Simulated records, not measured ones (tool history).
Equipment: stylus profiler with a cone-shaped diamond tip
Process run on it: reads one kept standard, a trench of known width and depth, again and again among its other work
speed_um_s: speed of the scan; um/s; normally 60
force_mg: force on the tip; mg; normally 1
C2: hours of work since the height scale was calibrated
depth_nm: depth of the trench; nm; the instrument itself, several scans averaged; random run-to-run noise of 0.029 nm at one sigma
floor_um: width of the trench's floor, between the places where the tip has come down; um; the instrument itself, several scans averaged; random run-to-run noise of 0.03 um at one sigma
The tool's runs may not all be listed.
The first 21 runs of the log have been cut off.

Run 22, hour 1434.4: usual settings but speed_um_s 46 um/s; scans with this tip 6524; C2 576. Result: depth_nm 100.19 nm, floor_um 18.1 um.
Run 23, hour 1510.2: usual settings but speed_um_s 46 um/s; scans with this tip 6746; C2 632. Result: depth_nm 100.14 nm, floor_um 18.1 um.
Run 24, hour 1580.2: usual settings but speed_um_s 132 um/s, force_mg 0.34 mg; scans with this tip 6952; C2 683. Result: depth_nm 99.99 nm, floor_um 16.74 um.
Run 25, hour 1658.7: usual settings but speed_um_s 30 um/s, force_mg 1.84 mg; scans with this tip 7183; C2 741. Result: depth_nm 100.27 nm, floor_um 18.27 um.
Run 26, hour 1757.7: usual settings but speed_um_s 114 um/s, force_mg 1.56 mg; scans with this tip 7474; C2 813. Result: depth_nm 100.2 nm, floor_um 17.73 um.
Run 27, hour 1842.8: usual settings but speed_um_s 114 um/s, force_mg 1.56 mg; scans with this tip 7724; C2 875. Result: depth_nm 100.21 nm, floor_um 17.72 um.
Run 28, hour 1890.2: usual settings but speed_um_s 53 um/s, force_mg 0.94 mg; scans with this tip 7863; C2 910. Result: depth_nm 100.07 nm, floor_um 18.03 um.
Run 29, hour 1978.2: usual settings but speed_um_s 125 um/s, force_mg 2.49 mg; scans with this tip 8122; C2 974. Result: depth_nm 100.33 nm, floor_um 17.88 um.
Run 30, hour 2022.8: usual settings but speed_um_s 77 um/s, force_mg 1.28 mg; scans with this tip 8253; C2 1007. Result: depth_nm 100.12 nm, floor_um 17.88 um.
Run 31, hour 2072.4: usual settings but speed_um_s 148 um/s, force_mg 1.36 mg; scans with this tip 8399; C2 1043. Result: depth_nm 100.17 nm, floor_um 17.33 um.
At hour 2077.9: height scale calibrated on a step standard.
Run 32, hour 2121.1: usual settings but speed_um_s 19 um/s, force_mg 1.79 mg; scans with this tip 8540; C2 32. Result: depth_nm 100.39 nm, floor_um 18.3 um.
Run 33, hour 2186.5: usual settings but speed_um_s 19 um/s, force_mg 1.79 mg; scans with this tip 8733; C2 79. Result: depth_nm 100.36 nm, floor_um 18.34 um.
Run 34, hour 2263.2: usual settings but speed_um_s 20 um/s, force_mg 0.94 mg; scans with this tip 8958; C2 136. Result: depth_nm 100.19 nm, floor_um 18.25 um.
Run 35, hour 2353.8: usual settings but speed_um_s 23 um/s, force_mg 0.37 mg; scans with this tip 9225; C2 202. Result: depth_nm 100.09 nm, floor_um 18.07 um.
Run 36, hour 2441.4: usual settings but speed_um_s 136 um/s, force_mg 2.29 mg; scans with this tip 9482; C2 266. Result: depth_nm 100.41 nm, floor_um 17.75 um.
Run 37, hour 2483.1: usual settings but speed_um_s 54 um/s, force_mg 2.29 mg; scans with this tip 9605; C2 297. Result: depth_nm 100.38 nm, floor_um 18.18 um.
Run 38, hour 2544.8: usual settings but speed_um_s 149 um/s, force_mg 0.6 mg; scans with this tip 9786; C2 342. Result: depth_nm 100.09 nm, floor_um 16.93 um.
Run 39, hour 2611.9: usual settings but speed_um_s 149 um/s, force_mg 0.6 mg; scans with this tip 9983; C2 391. Result: depth_nm 100.06 nm, floor_um 16.95 um.
Run 40, hour 2701.1: usual settings but speed_um_s 46 um/s, force_mg 2.18 mg; scans with this tip 10245; C2 456. Result: depth_nm 100.39 nm, floor_um 18.15 um.
Run 41, hour 2771.2: usual settings but speed_um_s 184 um/s, force_mg 2.46 mg; scans with this tip 10452; C2 507. Result: depth_nm 100.46 nm, floor_um 17.52 um.
Run 42, hour 2850.8: usual settings but speed_um_s 184 um/s, force_mg 2.46 mg; scans with this tip 10685; C2 566. Result: depth_nm 100.37 nm, floor_um 17.43 um.
Run 43, hour 2932.3: usual settings but speed_um_s 41 um/s, force_mg 2.84 mg; scans with this tip 10925; C2 625. Result: depth_nm 100.44 nm, floor_um 18.21 um.
Run 44, hour 3000: usual settings but speed_um_s 135 um/s, force_mg 2.27 mg; scans with this tip 11124; C2 675. Result: depth_nm 100.35 nm, floor_um 17.68 um.
Run 45, hour 3047.5: usual settings but speed_um_s 135 um/s, force_mg 2.27 mg; scans with this tip 11264; C2 709. Result: depth_nm 100.36 nm, floor_um 17.7 um.
Run 46, hour 3107.2: usual settings but speed_um_s 135 um/s, force_mg 2.27 mg; scans with this tip 11439; C2 753. Result: depth_nm 100.32 nm, floor_um 17.68 um.

Below are 3 alternative next runs, each starting from the tool's condition after run 46. Predict each:
Run A, hour 3171.1: usual settings but speed_um_s 151 um/s, force_mg 0.4 mg; scans with this tip 11627; C2 800. Result: depth_nm ?, floor_um ?.
Run B, hour 3171.1: usual settings but speed_um_s 155 um/s, force_mg 1.18 mg; scans with this tip 11627; C2 800. Result: depth_nm ?, floor_um ?.
Run C, hour 3171.1: usual settings but speed_um_s 29 um/s, force_mg 0.74 mg; scans with this tip 11627; C2 800. Result: depth_nm ?, floor_um ?.

run  depth_nm  floor_um
  A     99.93     16.55
  B     100.1     17.29
  C    100.03     18.11
Without the tool's unlogged condition, the same runs would have read:
run  depth_nm  floor_um
  A    100.16     16.77
  B    100.33      17.5
  C    100.26     18.32

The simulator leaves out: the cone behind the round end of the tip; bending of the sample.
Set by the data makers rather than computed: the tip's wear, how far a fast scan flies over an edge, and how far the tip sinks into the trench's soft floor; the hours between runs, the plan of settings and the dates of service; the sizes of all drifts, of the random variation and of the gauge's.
